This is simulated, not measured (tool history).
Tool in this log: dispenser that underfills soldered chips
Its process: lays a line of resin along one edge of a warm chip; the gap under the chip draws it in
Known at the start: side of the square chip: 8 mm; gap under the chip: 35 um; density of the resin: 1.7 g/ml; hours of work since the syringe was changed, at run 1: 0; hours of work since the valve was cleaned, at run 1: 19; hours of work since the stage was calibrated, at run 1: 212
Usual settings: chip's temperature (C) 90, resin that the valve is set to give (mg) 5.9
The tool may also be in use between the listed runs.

run,hour,chip's temperature (C),resin that the valve is set to give (mg),hours of work since the syringe was changed,hours of work since the valve was cleaned,hours of work since the stage was calibrated,time until the resin shows at the far edge (s),resin that the valve gave (mg)
1,0,90,5.9,0,19,212,56.9,5.83
2,10.2,90,5.9,6,25,218,98.4,5.84
# hour 18.1: new syringe of resin
3,20.4,90,5.44,1,31,224,66.6,5.36
4,27.9,90,5.44,6,36,229,99.6,5.34
5,34.1,90,5.44,10,40,233,138.8,5.34
# hour 36.1: new syringe of resin
6,42.5,90,5.9,4,45,238,80.3,5.77
# hour 46.8: dispensing valve cleaned and set on the balance
7,49.4,90,5.9,8,2,241,108.5,5.89
# hour 54.9: new syringe of resin
8,59.9,90,5.9,3,8,248,72.6,5.88
9,68.7,90,5.9,8,13,253,116.8,5.86
# hour 72.5: new syringe of resin
10,78.7,90,5.9,4,19,259,78.6,5.84
11,83.9,90,5.9,7,22,262,103.2,5.83
# hour 90: new syringe of resin
12,90.6,90,5.9,0,26,266,56.9,5.81
13,95.8,90,5.9,4,30,269,76.9,5.8
14,102.1,90,5.9,7,33,273,107.7,5.81
# hour 107.7: new syringe of resin
15,112.4,90,5.9,3,40,279,72.6,5.79
16,117.6,99,7.31,6,43,283,67.7,7.15
# hour 125: dispensing valve cleaned and set on the balance
# hour 126.7: new syringe of resin
17,129.4,82,5.74,2,3,289,89.9,5.72
18,138,82,5.74,7,8,294,144.6,5.7
# hour 144.9: new syringe of resin
19,145.6,80,5.1,0,12,299,91.6,5.06
20,154.3,102,7.08,6,18,304,56.7,6.99
21,160.8,102,7.08,10,22,308,81.5,6.97
# hour 163: new syringe of resin
22,171.8,102,7.08,5,28,315,54.2,6.95
23,178,102,7.08,9,32,319,74.3,6.93
# hour 181.2: new syringe of resin
24,188.6,102,7.08,5,38,325,50.8,6.94
25,193.5,102,7.08,8,41,328,65.8,6.89
# hour 198.4: stage's temperature calibrated
# hour 199.7: new syringe of resin
# hour 204.2: dispensing valve cleaned and set on the balance
26,205,102,7.08,3,0,3,46,7.08
27,215.5,90,5.21,9,7,10,132.6,5.19

Hidden state at the last listed run before each entry between runs and at the first one after, where it differs:
Between runs 2 and 3: new syringe of resin (hour 18.1)
  resin's viscosity, % of fresh resin's: 173.5 -> 115.8; dose that the valve gives, % of what is set: 98.75 -> 98.44; true chip temperature over the reading, C: 0.9 -> 0.92
  measured result minus the result with no hidden state, time until the resin shows at the far edge (s): +39.6 -> +7.1; resin that the valve gave (mg): -0.07 -> -0.08
Between runs 5 and 6: new syringe of resin (hour 36.1)
  resin's viscosity, % of fresh resin's: 244.6 -> 142.6; dose that the valve gives, % of what is set: 98.03 -> 97.79; true chip temperature over the reading, C: 0.95 -> 0.97
  measured result minus the result with no hidden state, time until the resin shows at the far edge (s): +80.2 -> +22.1; resin that the valve gave (mg): -0.11 -> -0.13
Between runs 6 and 7: dispensing valve cleaned and set on the balance (hour 46.8)
  resin's viscosity, % of fresh resin's: 142.6 -> 196.9; dose that the valve gives, % of what is set: 97.79 -> 99.84; true chip temperature over the reading, C: 0.97 -> 0.98
  measured result minus the result with no hidden state, time until the resin shows at the far edge (s): +22.1 -> +51.2; resin that the valve gave (mg): -0.13 -> -0.01
Between runs 7 and 8: new syringe of resin (hour 54.9)
  resin's viscosity, % of fresh resin's: 196.9 -> 128.6; dose that the valve gives, % of what is set: 99.84 -> 99.55; true chip temperature over the reading, C: 0.98 -> 1
  measured result minus the result with no hidden state, time until the resin shows at the far edge (s): +51.2 -> +13.7; resin that the valve gave (mg): -0.01 -> -0.02
Between runs 9 and 10: new syringe of resin (hour 72.5)
  resin's viscosity, % of fresh resin's: 208 -> 138.6; dose that the valve gives, % of what is set: 99.29 -> 99.01; true chip temperature over the reading, C: 1.02 -> 1.04
  measured result minus the result with no hidden state, time until the resin shows at the far edge (s): +58.1 -> +19.6; resin that the valve gave (mg): -0.04 -> -0.06
Between runs 11 and 12: new syringe of resin (hour 90)
  resin's viscosity, % of fresh resin's: 183.9 -> 103.7; dose that the valve gives, % of what is set: 98.87 -> 98.68; true chip temperature over the reading, C: 1.05 -> 1.07
  measured result minus the result with no hidden state, time until the resin shows at the far edge (s): +44.6 -> -0.3; resin that the valve gave (mg): -0.06 -> -0.08
Between runs 14 and 15: new syringe of resin (hour 107.7)
  resin's viscosity, % of fresh resin's: 194.6 -> 130.4; dose that the valve gives, % of what is set: 98.36 -> 98.07; true chip temperature over the reading, C: 1.09 -> 1.11
  measured result minus the result with no hidden state, time until the resin shows at the far edge (s): +50.1 -> +14.5; resin that the valve gave (mg): -0.09 -> -0.11
Between runs 16 and 17: dispensing valve cleaned and set on the balance (hour 125); new syringe of resin (hour 126.7)
  resin's viscosity, % of fresh resin's: 173.6 -> 115.3; dose that the valve gives, % of what is set: 97.91 -> 99.43; true chip temperature over the reading, C: 1.12 -> 1.14
  measured result minus the result with no hidden state, time until the resin shows at the far edge (s): +26.9 -> +8.2; resin that the valve gave (mg): -0.16 -> -0.03
Between runs 18 and 19: new syringe of resin (hour 144.9)
  resin's viscosity, % of fresh resin's: 184.8 -> 104.6; dose that the valve gives, % of what is set: 99.18 -> 98.98; true chip temperature over the reading, C: 1.16 -> 1.18
  measured result minus the result with no hidden state, time until the resin shows at the far edge (s): +62.5 -> -0.3; resin that the valve gave (mg): -0.05 -> -0.05
Between runs 21 and 22: new syringe of resin (hour 163)
  resin's viscosity, % of fresh resin's: 240.8 -> 158.7; dose that the valve gives, % of what is set: 98.54 -> 98.23; true chip temperature over the reading, C: 1.21 -> 1.23
  measured result minus the result with no hidden state, time until the resin shows at the far edge (s): +45.9 -> +18.5; resin that the valve gave (mg): -0.11 -> -0.12
Between runs 23 and 24: new syringe of resin (hour 181.2)
  resin's viscosity, % of fresh resin's: 222.6 -> 149.2; dose that the valve gives, % of what is set: 98.04 -> 97.74; true chip temperature over the reading, C: 1.24 -> 1.26
  measured result minus the result with no hidden state, time until the resin shows at the far edge (s): +39.4 -> +15.1; resin that the valve gave (mg): -0.14 -> -0.16
Between runs 25 and 26: stage's temperature calibrated (hour 198.4); new syringe of resin (hour 199.7); dispensing valve cleaned and set on the balance (hour 204.2)
  resin's viscosity, % of fresh resin's: 194.4 -> 126.7; dose that the valve gives, % of what is set: 97.6 -> 99.93; true chip temperature over the reading, C: 1.27 -> 0.03
  measured result minus the result with no hidden state, time until the resin shows at the far edge (s): +30.5 -> +9.6; resin that the valve gave (mg): -0.17 -> +0

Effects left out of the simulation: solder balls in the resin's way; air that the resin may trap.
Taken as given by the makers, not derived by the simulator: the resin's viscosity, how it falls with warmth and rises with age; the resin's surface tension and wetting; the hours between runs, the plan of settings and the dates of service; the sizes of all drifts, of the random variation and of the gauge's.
